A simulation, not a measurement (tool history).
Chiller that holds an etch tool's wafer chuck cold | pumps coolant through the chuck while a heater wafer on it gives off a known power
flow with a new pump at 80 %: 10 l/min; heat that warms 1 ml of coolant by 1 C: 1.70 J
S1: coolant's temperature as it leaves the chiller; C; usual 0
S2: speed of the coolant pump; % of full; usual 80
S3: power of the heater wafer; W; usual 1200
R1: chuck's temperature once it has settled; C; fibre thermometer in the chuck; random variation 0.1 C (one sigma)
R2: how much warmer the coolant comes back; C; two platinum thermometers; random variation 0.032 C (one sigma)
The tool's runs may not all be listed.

Run 1, hour 0: usual settings. Result: R1 10.3 C, R2 4.29 C.
Run 2, hour 54.4: usual settings. Result: R1 10.6 C, R2 4.22 C.
Run 3, hour 113.8: usual settings. Result: R1 10.5 C, R2 4.24 C.
Run 4, hour 146.8: usual settings but S3 906 W. Result: R1 7.9 C, R2 3.22 C.
Run 5, hour 189.4: usual settings but S3 906 W. Result: R1 8 C, R2 3.17 C.
Run 6, hour 252.1: usual settings. Result: R1 10.4 C, R2 4.23 C.
Run 7, hour 294.6: usual settings. Result: R1 10.6 C, R2 4.27 C.
Run 8, hour 337.6: usual settings. Result: R1 10.6 C, R2 4.24 C.
Run 9, hour 399.3: usual settings. Result: R1 10.5 C, R2 4.23 C.
Run 10, hour 455.3: usual settings. Result: R1 10.6 C, R2 4.25 C.
Run 11, hour 512.8: usual settings. Result: R1 10.9 C, R2 4.33 C.
Run 12, hour 554.2: usual settings but S3 1266 W. Result: R1 11.2 C, R2 4.46 C.
Run 13, hour 593.1: usual settings but S3 1266 W. Result: R1 11.6 C, R2 4.55 C.
Run 14, hour 639.7: usual settings but S3 1266 W. Result: R1 11.3 C, R2 4.51 C.
Run 15, hour 677: usual settings but S3 1266 W. Result: R1 11.2 C, R2 4.5 C.
Run 16, hour 723.5: usual settings. Result: R1 10.9 C, R2 4.31 C.
Run 17, hour 786.7: usual settings but S1 6 C, S2 71 % of full, S3 811 W. Result: R1 14 C, R2 3.31 C.
Run 18, hour 842.6: usual settings but S1 -7 C, S2 62 % of full, S3 1240 W. Result: R1 6.9 C, R2 5.71 C.

The next listed run, before its measurement:
Run 19, hour 873: usual settings but S1 -7 C, S2 62 % of full, S3 1240 W. Result: R1 ?, R2 ?.

Run 19 gave R1 6.9 C, R2 5.78 C.
Without the tool's hidden state the same run would have given R1 6.8 C, R2 5.71 C.
